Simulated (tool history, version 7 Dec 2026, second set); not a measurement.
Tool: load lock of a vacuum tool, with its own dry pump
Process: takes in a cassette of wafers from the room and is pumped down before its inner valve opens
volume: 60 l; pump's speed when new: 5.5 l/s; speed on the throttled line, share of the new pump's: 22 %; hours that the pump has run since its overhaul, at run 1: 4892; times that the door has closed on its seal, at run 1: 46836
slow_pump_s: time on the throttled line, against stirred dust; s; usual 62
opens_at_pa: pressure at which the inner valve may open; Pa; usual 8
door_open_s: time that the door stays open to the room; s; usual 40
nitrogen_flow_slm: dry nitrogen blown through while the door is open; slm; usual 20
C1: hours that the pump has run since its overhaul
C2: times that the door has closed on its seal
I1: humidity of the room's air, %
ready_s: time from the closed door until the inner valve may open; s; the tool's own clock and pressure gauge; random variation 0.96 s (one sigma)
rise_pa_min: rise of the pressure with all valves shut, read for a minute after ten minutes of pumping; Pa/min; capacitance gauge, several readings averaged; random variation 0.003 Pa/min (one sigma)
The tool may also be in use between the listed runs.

Run 1, hour 0: usual settings; C1 4892; C2 46836; I1 46. Result: ready_s 156.4 s, rise_pa_min 0.283 Pa/min.
Run 2, hour 93.3: usual settings but opens_at_pa 14 Pa; C1 4985; C2 47208; I1 45.4. Result: ready_s 149.8 s, rise_pa_min 0.279 Pa/min.
Run 3, hour 151.8: usual settings but opens_at_pa 14 Pa; C1 5044; C2 47441; I1 46.1. Result: ready_s 151.7 s, rise_pa_min 0.287 Pa/min.
Run 4, hour 257.3: usual settings but door_open_s 37 s; C1 5149; C2 47861; I1 45.8. Result: ready_s 156.8 s, rise_pa_min 0.289 Pa/min.
Run 5, hour 353: usual settings but door_open_s 37 s; C1 5245; C2 48242; I1 45.9. Result: ready_s 157.8 s, rise_pa_min 0.293 Pa/min.
Run 6, hour 420.7: usual settings but door_open_s 37 s; C1 5313; C2 48512; I1 48.3. Result: ready_s 154.5 s, rise_pa_min 0.29 Pa/min.
Run 7, hour 527.2: usual settings but door_open_s 37 s; C1 5419; C2 48936; I1 45.4. Result: ready_s 155.9 s, rise_pa_min 0.302 Pa/min.
Run 8, hour 615: usual settings but door_open_s 37 s; C1 5507; C2 49286; I1 49.3. Result: ready_s 156.5 s, rise_pa_min 0.304 Pa/min.
Run 9, hour 745.2: usual settings but door_open_s 37 s; C1 5637; C2 49804; I1 44.8. Result: ready_s 156.8 s, rise_pa_min 0.312 Pa/min.
Run 10, hour 876.3: usual settings but door_open_s 37 s; C1 5768; C2 50327; I1 45. Result: ready_s 155.3 s, rise_pa_min 0.313 Pa/min.
Run 11, hour 956.9: usual settings but door_open_s 37 s; C1 5849; C2 50648; I1 44.7. Result: ready_s 155.2 s, rise_pa_min 0.317 Pa/min.
Run 12, hour 1091.9: usual settings; C1 5984; C2 51185; I1 43. Result: ready_s 156.5 s, rise_pa_min 0.32 Pa/min.
Run 13, hour 1161.5: usual settings; C1 6054; C2 51463; I1 44. Result: ready_s 157.6 s, rise_pa_min 0.317 Pa/min.
Run 14, hour 1235.7: usual settings; C1 6128; C2 51758; I1 47.1. Result: ready_s 155.6 s, rise_pa_min 0.325 Pa/min.
Run 15, hour 1374.8: usual settings but nitrogen_flow_slm 4 slm; C1 6267; C2 52312; I1 45. Result: ready_s 157.2 s, rise_pa_min 0.342 Pa/min.
Run 16, hour 1513.8: usual settings but nitrogen_flow_slm 4 slm; C1 6406; C2 52865; I1 43.9. Result: ready_s 156.7 s, rise_pa_min 0.34 Pa/min.
Run 17, hour 1641.8: usual settings but nitrogen_flow_slm 4 slm; C1 6534; C2 53375; I1 44.5. Result: ready_s 158.3 s, rise_pa_min 0.347 Pa/min.
Run 18, hour 1754: usual settings but nitrogen_flow_slm 4 slm; C1 6646; C2 53822; I1 45.7. Result: ready_s 158.3 s, rise_pa_min 0.357 Pa/min.
Run 19, hour 1858.7: usual settings but nitrogen_flow_slm 4 slm; C1 6751; C2 54239; I1 46. Result: ready_s 155.8 s, rise_pa_min 0.358 Pa/min.
Run 20, hour 1946.5: usual settings but slow_pump_s 37 s, opens_at_pa 11 Pa; C1 6839; C2 54589; I1 45.4. Result: ready_s 134.1 s, rise_pa_min 0.353 Pa/min.
Run 21, hour 2028.7: usual settings but door_open_s 153 s; C1 6921; C2 54916; I1 46.1. Result: ready_s 157 s, rise_pa_min 0.364 Pa/min.
Run 22, hour 2147.9: usual settings but slow_pump_s 90 s, door_open_s 157 s, nitrogen_flow_slm 9 slm; C1 7040; C2 55391; I1 47.3. Result: ready_s 179.2 s, rise_pa_min 0.374 Pa/min.
Run 23, hour 2228.7: usual settings but slow_pump_s 90 s, door_open_s 157 s, nitrogen_flow_slm 9 slm; C1 7121; C2 55713; I1 45.8. Result: ready_s 178 s, rise_pa_min 0.39 Pa/min.
Run 24, hour 2353.7: usual settings but slow_pump_s 90 s, door_open_s 157 s, nitrogen_flow_slm 9 slm; C1 7246; C2 56211; I1 49.3. Result: ready_s 180.2 s, rise_pa_min 0.399 Pa/min.
Run 25, hour 2417.3: usual settings but slow_pump_s 90 s, door_open_s 157 s, nitrogen_flow_slm 9 slm; C1 7309; C2 56464; I1 42.7. Result: ready_s 178.3 s, rise_pa_min 0.382 Pa/min.
Run 26, hour 2485: usual settings but slow_pump_s 39 s, opens_at_pa 7 Pa, door_open_s 210 s, nitrogen_flow_slm 6 slm; C1 7377; C2 56734; I1 43.3. Result: ready_s 141.4 s, rise_pa_min 0.401 Pa/min.
Run 27, hour 2604.3: usual settings but slow_pump_s 39 s, opens_at_pa 7 Pa, door_open_s 210 s, nitrogen_flow_slm 6 slm; C1 7496; C2 57209; I1 45.4. Result: ready_s 142.5 s, rise_pa_min 0.407 Pa/min.
Run 28, hour 2684.8: usual settings but slow_pump_s 39 s, opens_at_pa 7 Pa, door_open_s 210 s, nitrogen_flow_slm 6 slm; C1 7577; C2 57529; I1 46.5. Result: ready_s 141 s, rise_pa_min 0.41 Pa/min.
Run 29, hour 2803.4: usual settings but door_open_s 45 s; C1 7695; C2 58002; I1 44.7. Result: ready_s 156.7 s, rise_pa_min 0.388 Pa/min.
Run 30, hour 2908.7: usual settings but door_open_s 231 s, nitrogen_flow_slm 14 slm; C1 7801; C2 58421; I1 42.3. Result: ready_s 158.5 s, rise_pa_min 0.416 Pa/min.
Run 31, hour 3007.6: usual settings but slow_pump_s 92 s; C1 7900; C2 58815; I1 47.5. Result: ready_s 181.1 s, rise_pa_min 0.393 Pa/min.
Run 32, hour 3142.1: usual settings but slow_pump_s 34 s; C1 8034; C2 59351; I1 46.4. Result: ready_s 134.9 s, rise_pa_min 0.414 Pa/min.
Run 33, hour 3235.1: usual settings but slow_pump_s 34 s; C1 8127; C2 59721; I1 44. Result: ready_s 134.9 s, rise_pa_min 0.409 Pa/min.
Run 34, hour 3372.5: usual settings but slow_pump_s 76 s, door_open_s 165 s, nitrogen_flow_slm 9 slm; C1 8265; C2 60268; I1 46.4. Result: ready_s 168.2 s, rise_pa_min 0.433 Pa/min.
Run 35, hour 3460.7: usual settings but slow_pump_s 76 s, door_open_s 165 s, nitrogen_flow_slm 9 slm; C1 8353; C2 60620; I1 44.7. Result: ready_s 169.4 s, rise_pa_min 0.433 Pa/min.
Run 36, hour 3566.9: usual settings but slow_pump_s 53 s, opens_at_pa 10 Pa; C1 8459; C2 61043; I1 44.2. Result: ready_s 148.6 s, rise_pa_min 0.418 Pa/min.

The same runs without the tool's hidden state, with the same run-to-run variation:
The hidden state here: pump's speed, % of a new pump's; leak at the door's seal, Pa l/s; drift of the gauge itself on ready_s, %; drift of the gauge itself on rise_pa_min, %.
run  ready_s  rise_pa_min
  1    152.9        0.011
  2    146.2        0.008
  3    148.1         0.01
  4    153.1        0.013
  5      154        0.011
  6    150.7        0.007
  7      152        0.014
  8    152.6         0.01
  9    152.8        0.014
 10    151.3         0.01
 11    151.1        0.006
 12    152.3         0.01
 13    153.3        0.011
 14    151.3        0.011
 15    152.8        0.021
 16    152.2        0.016
 17    153.6         0.02
 18    153.6        0.019
 19    151.1        0.019
 20      129        0.009
 21    152.2        0.018
 22    174.4        0.027
 23    173.2        0.033
 24    175.3        0.031
 25    173.3        0.026
 26    135.7        0.037
 27    136.6         0.04
 28    135.2        0.042
 29    151.4        0.007
 30    153.1        0.028
 31    175.7        0.013
 32    128.7        0.011
 33    128.8        0.006
 34    162.5        0.034
 35    163.6        0.028
 36    142.5        0.008
